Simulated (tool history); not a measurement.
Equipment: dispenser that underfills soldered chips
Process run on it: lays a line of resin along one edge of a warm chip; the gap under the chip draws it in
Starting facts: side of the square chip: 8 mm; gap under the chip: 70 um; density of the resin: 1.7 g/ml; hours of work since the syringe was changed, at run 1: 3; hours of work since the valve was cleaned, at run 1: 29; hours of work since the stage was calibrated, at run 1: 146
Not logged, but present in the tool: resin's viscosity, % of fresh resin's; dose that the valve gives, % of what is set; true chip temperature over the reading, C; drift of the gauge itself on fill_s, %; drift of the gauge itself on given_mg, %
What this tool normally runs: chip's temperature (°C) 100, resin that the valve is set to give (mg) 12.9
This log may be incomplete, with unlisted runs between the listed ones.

run	hour	chip's temperature (°C)	resin that the valve is set to give (mg)	hours of work since the syringe was changed	hours of work since the valve was cleaned	hours of work since the stage was calibrated	time until the resin shows at the far edge (s)	resin that the valve gave (mg)
1	0.0	100	12.9	3	29	146	48.6	12.79
2	5.0	100	12.9	7	32	149	64.0	12.90
# hour 6.2: new syringe of resin
3	9.6	93	12.9	2	36	152	60.6	12.86
4	12.9	93	14.1	5	38	155	71.1	13.82
# hour 17.1: new syringe of resin
5	19.0	100	12.4	1	42	159	42.9	12.15
6	25.0	100	12.4	6	46	163	60.3	12.18
# hour 27.8: new syringe of resin
7	29.6	100	12.4	1	50	166	41.7	12.19
8	34.3	86	12.9	5	53	170	91.5	12.69
# hour 38.5: new syringe of resin
9	39.7	86	12.9	1	57	173	69.8	12.61
10	43.9	100	12.9	4	60	176	51.6	12.62
11	48.0	89	15.2	7	63	179	98.5	15.00
# hour 49.4: new syringe of resin
12	52.7	108	13.5	2	66	183	33.8	13.17
# hour 56.8: dispensing valve cleaned and set on the balance
13	60.4	113	14.2	7	3	187	41.2	14.39
# hour 61.2: new syringe of resin
14	67.2	113	14.2	4	7	192	32.7	14.32
15	70.0	111	13.6	6	9	194	40.8	13.55
# hour 71.8: new syringe of resin
16	75.3	111	13.6	3	13	198	30.7	13.62
17	81.4	99	12.9	7	17	202	67.6	12.87
# hour 82.7: new syringe of resin
18	86.2	114	16.8	3	21	205	27.7	16.83
19	89.0	85	16.7	5	23	207	94.1	16.78

3 ways to go on from here, each from the tool as it stands after run 19. What would each give?
# hour 93.7: new syringe of resin
A	94.6	86	13.7	1	26	211	?	?
# hour 93.7: new syringe of resin
B	94.6	113	15.1	1	26	211	?	?
# hour 93.7: new syringe of resin
C	94.6	100	11.1	1	26	211	?	?

run	time until the resin shows at the far edge (s)	resin that the valve gave (mg)
A	65.6	13.66
B	24.4	15.19
C	40.2	10.93
With the hidden condition removed and each run's random variation left untouched, the same runs would have given:
run	time until the resin shows at the far edge (s)	resin that the valve gave (mg)
A	65.2	13.73
B	24.1	15.27
C	39.8	10.99
